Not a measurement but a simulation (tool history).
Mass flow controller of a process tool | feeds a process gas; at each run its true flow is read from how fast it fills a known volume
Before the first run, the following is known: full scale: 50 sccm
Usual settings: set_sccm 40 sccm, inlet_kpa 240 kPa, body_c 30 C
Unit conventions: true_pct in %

run     day  set_sccm  inlet_kpa  body_c  true_pct
  1   0.000        40        240      30     99.17
  2   3.967        40        159      30     99.93
  3   6.579         5        240      30     98.81
  4  10.312        40        240      30     99.24
  5  13.375        40        240      30     99.47
  6  15.421        40        240      30     99.50
  7  18.208        40        240      30     99.54
  8  20.267        40        240      31     99.38
  9  22.462        40        240      31     99.38
 10  25.417        40        240      31     99.48
 11  27.246        40        240      31     99.67
 12  29.150        40        240      31     99.68
 13  32.771        40        240      31     99.71
 14  34.888        40        240      30     99.88
 15  39.038        40        240      30     99.97
 16  41.846        40        240      30    100.03
 17  44.571        40        240      30    100.16
 18  48.296        40        240      33     99.80
 19  50.121        40        174      26    101.13
 20  52.683        17        218      22    100.89
 21  54.433        21        176      32    100.45
 22  57.108        21        176      32    100.28
 23  59.325        20        193      34    100.20
 24  62.262         7        240      26    100.51
 25  64.496         5        256      26    100.39
 26  66.875         8        166      34    100.42
 27  70.246        16        271      27    100.47
 28  72.733        16        271      27    100.41
 29  74.508         6        217      31    100.46
 30  76.992        30        217      39    100.08

Branching from run 30: 4 alternative next runs. What would each branch give?
  A  79.858         7        240      26         ?
  B  79.858        30        173      38         ?
  C  79.858        30        198      23         ?
  D  79.858        39        169      39         ?

run  true_pct
  A    100.87
  B    100.59
  C    101.74
  D    100.56
Had the tool no hidden state, the same runs would have come out as:
run  true_pct
  A     99.09
  B     98.82
  C     99.94
  D     98.79
